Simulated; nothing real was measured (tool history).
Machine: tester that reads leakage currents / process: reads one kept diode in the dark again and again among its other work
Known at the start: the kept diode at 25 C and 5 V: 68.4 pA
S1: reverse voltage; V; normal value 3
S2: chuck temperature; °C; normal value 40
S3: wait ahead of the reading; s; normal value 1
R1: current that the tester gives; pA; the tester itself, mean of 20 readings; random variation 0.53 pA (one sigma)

{"run": 1, "day": 0.0, "S1": 3, "S2": 40, "S3": 1, "R1": 154.31}
{"run": 2, "day": 4.383, "S1": 3, "S2": 54, "S3": 1, "R1": 416.88}
{"run": 3, "day": 9.675, "S1": 3, "S2": 54, "S3": 1, "R1": 414.89}
{"run": 4, "day": 17.167, "S1": 3, "S2": 54, "S3": 1, "R1": 411.98}
{"run": 5, "day": 21.754, "S1": 3, "S2": 40, "S3": 1, "R1": 151.65}
{"run": 6, "day": 31.142, "S1": 3, "S2": 40, "S3": 1, "R1": 150.81}
{"run": 7, "day": 37.704, "S1": 3, "S2": 40, "S3": 1, "R1": 149.64}
{"run": 8, "day": 42.221, "S1": 3, "S2": 40, "S3": 1, "R1": 150.06}
{"day": 44.638, "done": "chuck's temperature calibrated"}
{"run": 9, "day": 49.912, "S1": 3, "S2": 40, "S3": 1, "R1": 178.4}
{"run": 10, "day": 55.238, "S1": 3, "S2": 40, "S3": 1, "R1": 176.78}
{"run": 11, "day": 62.704, "S1": 3, "S2": 40, "S3": 1, "R1": 176.32}
{"run": 12, "day": 67.425, "S1": 3, "S2": 40, "S3": 1, "R1": 175.3}
{"run": 13, "day": 76.796, "S1": 3, "S2": 40, "S3": 1, "R1": 173.34}
{"run": 14, "day": 85.654, "S1": 3, "S2": 40, "S3": 1, "R1": 174.07}
{"run": 15, "day": 93.488, "S1": 3, "S2": 40, "S3": 1, "R1": 173.11}
{"run": 16, "day": 100.75, "S1": 3, "S2": 40, "S3": 1, "R1": 171.68}
{"run": 17, "day": 108.142, "S1": 3, "S2": 40, "S3": 1, "R1": 171.5}
{"run": 18, "day": 112.638, "S1": 3, "S2": 40, "S3": 0.34, "R1": 172.65}
{"day": 113.404, "done": "probe card cleaned and baked"}
{"run": 19, "day": 117.379, "S1": 18.36, "S2": 22, "S3": 2.59, "R1": 97.36}
{"run": 20, "day": 123.142, "S1": 1.61, "S2": 23, "S3": 0.61, "R1": 34.27}
{"run": 21, "day": 128.662, "S1": 1.61, "S2": 23, "S3": 0.61, "R1": 34.11}
{"run": 22, "day": 136.129, "S1": 2.69, "S2": 23, "S3": 3.57, "R1": 42.18}
{"run": 23, "day": 140.267, "S1": 2.69, "S2": 23, "S3": 3.57, "R1": 41.95}
{"run": 24, "day": 147.446, "S1": 1.05, "S2": 41, "S3": 3.34, "R1": 110.66}
{"run": 25, "day": 153.858, "S1": 1.05, "S2": 41, "S3": 1.25, "R1": 110.6}
{"run": 26, "day": 159.9, "S1": 5.76, "S2": 46, "S3": 4.7, "R1": 339.26}
{"run": 27, "day": 168.096, "S1": 1.54, "S2": 28, "S3": 0.39, "R1": 48.89}
{"day": 168.692, "done": "probe card cleaned and baked, once more"}
{"run": 28, "day": 172.333, "S1": 3, "S2": 27, "S3": 1, "R1": 59.68}
{"run": 29, "day": 179.383, "S1": 3, "S2": 27, "S3": 1, "R1": 59.32}
{"run": 30, "day": 183.812, "S1": 1.12, "S2": 43, "S3": 0.48, "R1": 129.2}
{"run": 31, "day": 188.442, "S1": 3, "S2": 40, "S3": 1.36, "R1": 160.74}
{"run": 32, "day": 195.225, "S1": 3, "S2": 21, "S3": 1.69, "R1": 35.36}
{"run": 33, "day": 199.579, "S1": 8.93, "S2": 22, "S3": 5.29, "R1": 62.78}
{"run": 34, "day": 204.458, "S1": 8.93, "S2": 22, "S3": 5.29, "R1": 62.53}
{"run": 35, "day": 213.95, "S1": 8.93, "S2": 22, "S3": 5.29, "R1": 61.8}
{"run": 36, "day": 221.342, "S1": 8.93, "S2": 22, "S3": 5.29, "R1": 61.83}

Predict each of these 3 candidate next runs independently; none follows another, all start after run 36:
{"run": "A", "day": 225.2, "S1": 1.73, "S2": 22, "S3": 1.79, "R1": "?"}
{"run": "B", "day": 225.2, "S1": 16.02, "S2": 40, "S3": 2.74, "R1": "?"}
{"run": "C", "day": 225.2, "S1": 4.11, "S2": 40, "S3": 1, "R1": "?"}

run=A R1=29.22
run=B R1=329.43
run=C R1=179.72
With no hidden state in the tool, these same runs would have given:
run=A R1=33.46
run=B R1=370.8
run=C R1=202.47
